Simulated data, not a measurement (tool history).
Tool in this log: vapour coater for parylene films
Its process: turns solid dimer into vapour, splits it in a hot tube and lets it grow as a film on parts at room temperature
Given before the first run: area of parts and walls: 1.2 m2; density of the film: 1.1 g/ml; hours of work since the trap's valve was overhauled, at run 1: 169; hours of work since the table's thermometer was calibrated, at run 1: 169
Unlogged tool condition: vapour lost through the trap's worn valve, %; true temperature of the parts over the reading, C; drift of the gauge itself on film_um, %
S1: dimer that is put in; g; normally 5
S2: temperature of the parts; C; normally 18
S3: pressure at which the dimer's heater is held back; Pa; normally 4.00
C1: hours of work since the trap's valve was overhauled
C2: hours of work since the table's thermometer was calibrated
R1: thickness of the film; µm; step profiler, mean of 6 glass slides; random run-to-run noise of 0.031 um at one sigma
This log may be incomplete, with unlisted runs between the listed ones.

run    hour  S1  S2    S3   C1   C2    R1
  1     0.0   5  18  4.00  169  169  2.85
  2    40.4   5  18  4.00  194  194  2.84
  3    64.1   5  18  4.00  209  209  2.79
  4    84.7   5  18  4.00  222  222  2.80
  5   108.0   5  18  4.00  237  237  2.80
  6   131.5   5  18  4.00  252  252  2.75
  7   159.7   5  18  4.00  269  269  2.74
  8   205.8   5  18  4.00  298  298  2.70
  9   245.3   2  18  4.00  323  323  1.12
 10   271.0   5  18  3.23  339  339  2.80
 11   294.9   5  18  3.23  354  354  2.74
 12   315.1   5  18  4.00  367  367  2.62
 13   343.2   6  18  4.00  385  385  3.23
 14   365.7   6  18  3.03  399  399  3.33
 15   406.3   6  18  3.03  425  425  3.32
 16   452.5   5  18  4.30  454  454  2.59
 17   490.6   5  18  4.30  478  478  2.59
 18   517.7   5  18  4.30  495  495  2.60
 19   563.9   5  18  2.68  524  524  2.80
 20   584.3   5  18  2.68  537  537  2.74
 21   629.6   3  18  8.81  565  565  1.35
 22   649.0   3  18  8.81  577  577  1.36
 23   669.3   8  25  3.09  590  590  3.11
      698.6  -- trap's valve overhauled
 24   712.3   8  25  3.09    9  615  3.50
 25   755.4   8  30  9.77   36  642  2.27
 26   785.6   8  18  9.41   55  661  3.90
 27   820.9   8  18  9.41   77  683  3.96
 28   865.7   3  21  2.27  105  711  1.59
 29   903.8   3  21  2.27  129  735  1.60
 30   946.6   2  12  9.98  156  762  1.22
 31   992.1   2  12  9.98  185  791  1.19
 32  1026.5   2  15  4.21  206  813  1.23
 33  1059.9   2  15  4.21  227  834  1.26
 34  1088.8   6  16  4.98  246  852  3.35
 35  1123.3   2  13  5.69  267  874  1.29
 36  1159.3   2  13  5.69  290  896  1.24
 37  1188.8   9  12  2.71  309  915  6.28
 38  1209.1   5  19  2.16  321  928  2.84
 39  1253.2   5  19  2.16  349  955  2.79
 40  1284.6   4  15  2.32  369  975  2.64

Alternative continuations, all from the tool just after run 40; predict every row:
  A  1329.7   4  11  2.32  397  1004   ?
  B  1329.7   8  18  3.30  397  1004   ?
  C  1329.7   5  13  2.32  397  1004   ?
  D  1329.7   5  18  4.77  397  1004   ?
  E  1329.7   7  16  4.00  397  1004   ?

run    R1
  A  2.67
  B  4.20
  C  3.40
  D  2.57
  E  4.01
The same runs, with their run-to-run variation unchanged, on a tool lacking any hidden condition would have given:
run    R1
  A  2.89
  B  4.73
  C  3.68
  D  2.88
  E  4.52
